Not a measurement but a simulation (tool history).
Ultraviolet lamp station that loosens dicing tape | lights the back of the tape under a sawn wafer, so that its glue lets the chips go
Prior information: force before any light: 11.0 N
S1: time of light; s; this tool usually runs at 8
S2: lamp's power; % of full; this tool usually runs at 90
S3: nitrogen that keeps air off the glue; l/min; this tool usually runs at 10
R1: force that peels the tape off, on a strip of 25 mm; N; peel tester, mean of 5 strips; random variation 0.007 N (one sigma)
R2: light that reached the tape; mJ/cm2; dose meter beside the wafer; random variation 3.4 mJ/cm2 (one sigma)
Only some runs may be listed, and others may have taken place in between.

run,hour,S1,S2,S3,R1,R2
1,0.0,8,90,10,0.274,516
2,6.9,8,90,12,0.234,520
3,13.2,5,90,10,0.725,319
4,17.1,5,90,10,0.716,321
5,24.6,5,90,10,0.723,316
6,33.3,5,90,10,0.729,318
7,41.1,5,90,10,0.729,314
8,46.5,8,90,4,0.559,509
9,55.1,6,90,4,1.102,382
10,59.0,6,90,4,1.084,384
11,66.9,6,90,4,1.070,378
12,75.0,8,99,10,0.237,553
13,82.2,8,70,10,0.454,391
14,86.9,8,70,10,0.456,387
15,92.1,8,70,13,0.387,390
16,99.3,8,70,13,0.389,382
17,105.3,8,70,13,0.380,391
18,110.0,9,97,5,0.323,597
19,113.7,9,97,5,0.328,605
20,121.0,7,90,5,0.650,427
21,125.0,7,90,5,0.654,427
22,130.3,7,90,13,0.298,435
23,134.9,5,99,10,0.627,339
24,140.5,8,90,16,0.227,492
25,144.7,11,69,10,0.262,508
26,151.1,11,69,10,0.252,517
27,157.3,11,69,10,0.267,515

Pick out some run-to-run changes in R1. Of each, how much would a tool without hidden state show as well, from the settings, what came in and chance, and how much is left for the hidden state and any gauge scatter not in both results compared?
Hidden conditions of the tool in this case: lamp's light, % of a new lamp's; light that the window lets through, % of a clean one's; drift of the gauge itself on peel_n, %; drift of the gauge itself on dose_mj_cm2, %.
Run 8 -> 9: S1 8 -> 6. R1 +0.543 N: hidden state +0.077, all else +0.466.
Run 11 -> 12: S1 6 -> 8, S2 90 -> 99, S3 4 -> 10. R1 -0.833 N: hidden state -0.141, all else -0.692.
Run 23 -> 24: S1 5 -> 8, S2 99 -> 90, S3 10 -> 16. R1 -0.400 N: hidden state -0.111, all else -0.289.
